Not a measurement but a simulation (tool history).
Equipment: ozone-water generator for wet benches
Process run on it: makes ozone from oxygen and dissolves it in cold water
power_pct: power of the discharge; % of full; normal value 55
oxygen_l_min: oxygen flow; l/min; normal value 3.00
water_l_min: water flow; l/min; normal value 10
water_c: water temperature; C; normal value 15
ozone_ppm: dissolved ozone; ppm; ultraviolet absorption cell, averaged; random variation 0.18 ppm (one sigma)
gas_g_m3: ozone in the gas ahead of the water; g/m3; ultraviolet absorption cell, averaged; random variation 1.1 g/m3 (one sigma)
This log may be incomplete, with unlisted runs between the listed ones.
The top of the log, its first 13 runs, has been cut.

run 14 hour=513.3 | power_pct=61 oxygen_l_min=3.00 water_l_min=10 water_c=9 | ozone_ppm=26.1 gas_g_m3=192.7
run 15 hour=543.4 | power_pct=57 oxygen_l_min=3.00 water_l_min=10 water_c=15 | ozone_ppm=22.9 gas_g_m3=184.4
run 16 hour=588.0 | power_pct=57 oxygen_l_min=3.00 water_l_min=10 water_c=15 | ozone_ppm=23.1 gas_g_m3=181.7
run 17 hour=623.5 | power_pct=57 oxygen_l_min=3.00 water_l_min=10 water_c=15 | ozone_ppm=23.1 gas_g_m3=183.9
run 18 hour=670.1 | power_pct=57 oxygen_l_min=3.00 water_l_min=10 water_c=15 | ozone_ppm=22.9 gas_g_m3=181.9
run 19 hour=711.6 | power_pct=70 oxygen_l_min=3.00 water_l_min=8 water_c=13 | ozone_ppm=31.5 gas_g_m3=211.9
run 20 hour=751.7 | power_pct=70 oxygen_l_min=2.57 water_l_min=8 water_c=13 | ozone_ppm=31.8 gas_g_m3=228.8
run 21 hour=774.3 | power_pct=55 oxygen_l_min=3.58 water_l_min=10 water_c=15 | ozone_ppm=22.5 gas_g_m3=162.3
run 22 hour=816.4 | power_pct=55 oxygen_l_min=3.58 water_l_min=10 water_c=15 | ozone_ppm=22.1 gas_g_m3=161.3
run 23 hour=860.3 | power_pct=55 oxygen_l_min=3.58 water_l_min=10 water_c=15 | ozone_ppm=22.2 gas_g_m3=162.0
run 24 hour=898.3 | power_pct=55 oxygen_l_min=3.58 water_l_min=10 water_c=15 | ozone_ppm=22.2 gas_g_m3=163.0
run 25 hour=942.2 | power_pct=54 oxygen_l_min=3.04 water_l_min=10 water_c=14 | ozone_ppm=22.3 gas_g_m3=172.0
run 26 hour=965.9 | power_pct=54 oxygen_l_min=3.04 water_l_min=10 water_c=14 | ozone_ppm=22.3 gas_g_m3=173.9
run 27 hour=1014.6 | power_pct=55 oxygen_l_min=4.18 water_l_min=7 water_c=15 | ozone_ppm=26.7 gas_g_m3=149.2
run 28 hour=1046.7 | power_pct=55 oxygen_l_min=4.18 water_l_min=7 water_c=15 | ozone_ppm=26.9 gas_g_m3=149.2
run 29 hour=1079.7 | power_pct=55 oxygen_l_min=4.18 water_l_min=8 water_c=13 | ozone_ppm=25.9 gas_g_m3=149.3
run 30 hour=1115.5 | power_pct=72 oxygen_l_min=3.56 water_l_min=7 water_c=10 | ozone_ppm=35.8 gas_g_m3=193.6
run 31 hour=1165.5 | power_pct=72 oxygen_l_min=3.56 water_l_min=7 water_c=10 | ozone_ppm=35.6 gas_g_m3=193.7
run 32 hour=1215.8 | power_pct=72 oxygen_l_min=1.74 water_l_min=11 water_c=10 | ozone_ppm=25.2 gas_g_m3=284.8

What if the next run were any one of these 5? Each begins from the tool's condition after run 32:
run A hour=1239.6 | power_pct=72 oxygen_l_min=1.57 water_l_min=11 water_c=10 | ozone_ppm=? gas_g_m3=?
run B hour=1239.6 | power_pct=54 oxygen_l_min=3.00 water_l_min=9 water_c=21 | ozone_ppm=? gas_g_m3=?
run C hour=1239.6 | power_pct=55 oxygen_l_min=3.00 water_l_min=10 water_c=15 | ozone_ppm=? gas_g_m3=?
run D hour=1239.6 | power_pct=72 oxygen_l_min=4.99 water_l_min=11 water_c=12 | ozone_ppm=? gas_g_m3=?
run E hour=1239.6 | power_pct=72 oxygen_l_min=1.74 water_l_min=11 water_c=10 | ozone_ppm=? gas_g_m3=?

run=A ozone_ppm=24.4 gas_g_m3=298.3
run=B ozone_ppm=21.3 gas_g_m3=176.0
run=C ozone_ppm=22.2 gas_g_m3=178.3
run=D ozone_ppm=25.9 gas_g_m3=161.6
run=E ozone_ppm=24.7 gas_g_m3=284.9
Stripped of hidden state, with their random variation kept, the same runs would have yielded:
run=A ozone_ppm=27.2 gas_g_m3=321.8
run=B ozone_ppm=23.5 gas_g_m3=187.1
run=C ozone_ppm=24.4 gas_g_m3=189.6
run=D ozone_ppm=28.9 gas_g_m3=174.3
run=E ozone_ppm=27.5 gas_g_m3=307.4

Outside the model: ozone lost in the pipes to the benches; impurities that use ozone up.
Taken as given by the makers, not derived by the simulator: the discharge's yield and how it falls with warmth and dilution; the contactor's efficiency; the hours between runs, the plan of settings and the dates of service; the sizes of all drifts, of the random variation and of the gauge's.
